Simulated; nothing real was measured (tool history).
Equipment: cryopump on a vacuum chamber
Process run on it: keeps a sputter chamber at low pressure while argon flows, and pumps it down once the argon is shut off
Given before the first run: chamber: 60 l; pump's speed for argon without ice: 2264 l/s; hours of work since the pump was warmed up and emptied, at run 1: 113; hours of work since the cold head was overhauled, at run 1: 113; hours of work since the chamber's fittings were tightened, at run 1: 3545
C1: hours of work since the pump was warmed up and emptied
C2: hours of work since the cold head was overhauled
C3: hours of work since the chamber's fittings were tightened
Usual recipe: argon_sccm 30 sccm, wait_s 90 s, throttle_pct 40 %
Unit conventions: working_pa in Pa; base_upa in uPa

{"run": 1, "hour": 0.0, "argon_sccm": 30, "wait_s": 90, "throttle_pct": 40, "C1": 113, "C2": 113, "C3": 3545, "working_pa": 0.0574, "base_upa": 1.05}
{"run": 2, "hour": 16.7, "argon_sccm": 30, "wait_s": 90, "throttle_pct": 40, "C1": 123, "C2": 123, "C3": 3555, "working_pa": 0.0564, "base_upa": 0.99}
{"run": 3, "hour": 37.8, "argon_sccm": 30, "wait_s": 90, "throttle_pct": 40, "C1": 136, "C2": 136, "C3": 3568, "working_pa": 0.0574, "base_upa": 1.02}
{"hour": 46.9, "done": "leaking fittings of the chamber tightened, without venting"}
{"run": 4, "hour": 54.2, "argon_sccm": 30, "wait_s": 90, "throttle_pct": 40, "C1": 145, "C2": 145, "C3": 4, "working_pa": 0.0577, "base_upa": 0.3}
{"run": 5, "hour": 71.0, "argon_sccm": 30, "wait_s": 90, "throttle_pct": 40, "C1": 155, "C2": 155, "C3": 15, "working_pa": 0.0574, "base_upa": 0.34}
{"run": 6, "hour": 80.0, "argon_sccm": 30, "wait_s": 240, "throttle_pct": 40, "C1": 161, "C2": 161, "C3": 20, "working_pa": 0.0574, "base_upa": 0.17}
{"run": 7, "hour": 98.5, "argon_sccm": 30, "wait_s": 240, "throttle_pct": 40, "C1": 172, "C2": 172, "C3": 32, "working_pa": 0.0576, "base_upa": 0.21}
{"run": 8, "hour": 117.3, "argon_sccm": 30, "wait_s": 240, "throttle_pct": 40, "C1": 184, "C2": 184, "C3": 43, "working_pa": 0.059, "base_upa": 0.2}
{"run": 9, "hour": 133.1, "argon_sccm": 30, "wait_s": 240, "throttle_pct": 40, "C1": 193, "C2": 193, "C3": 53, "working_pa": 0.0587, "base_upa": 0.24}
{"run": 10, "hour": 146.5, "argon_sccm": 30, "wait_s": 240, "throttle_pct": 40, "C1": 201, "C2": 201, "C3": 61, "working_pa": 0.059, "base_upa": 0.23}
{"run": 11, "hour": 158.3, "argon_sccm": 30, "wait_s": 240, "throttle_pct": 40, "C1": 209, "C2": 209, "C3": 68, "working_pa": 0.0574, "base_upa": 0.21}
{"run": 12, "hour": 178.7, "argon_sccm": 20, "wait_s": 23, "throttle_pct": 51, "C1": 221, "C2": 221, "C3": 81, "working_pa": 0.0305, "base_upa": 0.82}
{"run": 13, "hour": 192.4, "argon_sccm": 30, "wait_s": 90, "throttle_pct": 21, "C1": 229, "C2": 229, "C3": 89, "working_pa": 0.1096, "base_upa": 0.31}
{"run": 14, "hour": 209.1, "argon_sccm": 30, "wait_s": 90, "throttle_pct": 21, "C1": 240, "C2": 240, "C3": 99, "working_pa": 0.1094, "base_upa": 0.35}
{"run": 15, "hour": 221.3, "argon_sccm": 30, "wait_s": 90, "throttle_pct": 21, "C1": 247, "C2": 247, "C3": 107, "working_pa": 0.1101, "base_upa": 0.33}
{"run": 16, "hour": 241.7, "argon_sccm": 37, "wait_s": 90, "throttle_pct": 28, "C1": 260, "C2": 260, "C3": 119, "working_pa": 0.1036, "base_upa": 0.34}
{"run": 17, "hour": 256.4, "argon_sccm": 14, "wait_s": 25, "throttle_pct": 35, "C1": 269, "C2": 269, "C3": 128, "working_pa": 0.0302, "base_upa": 0.72}
{"run": 18, "hour": 270.3, "argon_sccm": 14, "wait_s": 25, "throttle_pct": 35, "C1": 277, "C2": 277, "C3": 137, "working_pa": 0.0308, "base_upa": 0.78}
{"run": 19, "hour": 285.4, "argon_sccm": 14, "wait_s": 25, "throttle_pct": 35, "C1": 286, "C2": 286, "C3": 146, "working_pa": 0.0319, "base_upa": 0.78}
{"run": 20, "hour": 300.7, "argon_sccm": 29, "wait_s": 246, "throttle_pct": 20, "C1": 296, "C2": 296, "C3": 155, "working_pa": 0.1112, "base_upa": 0.25}
{"run": 21, "hour": 316.8, "argon_sccm": 37, "wait_s": 246, "throttle_pct": 20, "C1": 306, "C2": 306, "C3": 165, "working_pa": 0.1412, "base_upa": 0.29}
{"run": 22, "hour": 325.9, "argon_sccm": 13, "wait_s": 35, "throttle_pct": 35, "C1": 311, "C2": 311, "C3": 171, "working_pa": 0.0295, "base_upa": 0.6}

Below, each run's measurement less what the same run would have read without the hidden state. Both values contain the same run-to-run variation, but the gauge's scatter may not be the same in both:
Hidden conditions of the tool in this case: pump's speed, % of a pump's without ice; cold plate's temperature, K; leak into the chamber, uPa l/s; drift of the gauge itself on working_pa, %; drift of the gauge itself on base_upa, %.
run=1 working_pa=+0.0014 base_upa=+0.73
run=2 working_pa=+0.0015 base_upa=+0.7
run=3 working_pa=+0.0017 base_upa=+0.73
run=4 working_pa=+0.0018 base_upa=+0.02
run=5 working_pa=+0.0019 base_upa=+0.02
run=6 working_pa=+0.002 base_upa=+0.02
run=7 working_pa=+0.0021 base_upa=+0.02
run=8 working_pa=+0.0023 base_upa=+0.03
run=9 working_pa=+0.0024 base_upa=+0.04
run=10 working_pa=+0.0026 base_upa=+0.03
run=11 working_pa=+0.0027 base_upa=+0.04
run=12 working_pa=+0.002 base_upa=+0.04
run=13 working_pa=+0.003 base_upa=+0.04
run=14 working_pa=+0.0031 base_upa=+0.05
run=15 working_pa=+0.0033 base_upa=+0.05
run=16 working_pa=+0.0042 base_upa=+0.05
run=17 working_pa=+0.0017 base_upa=+0.05
run=18 working_pa=+0.0017 base_upa=+0.06
run=19 working_pa=+0.0018 base_upa=+0.06
run=20 working_pa=+0.0038 base_upa=+0.06
run=21 working_pa=+0.005 base_upa=+0.07
run=22 working_pa=+0.0018 base_upa=+0.07
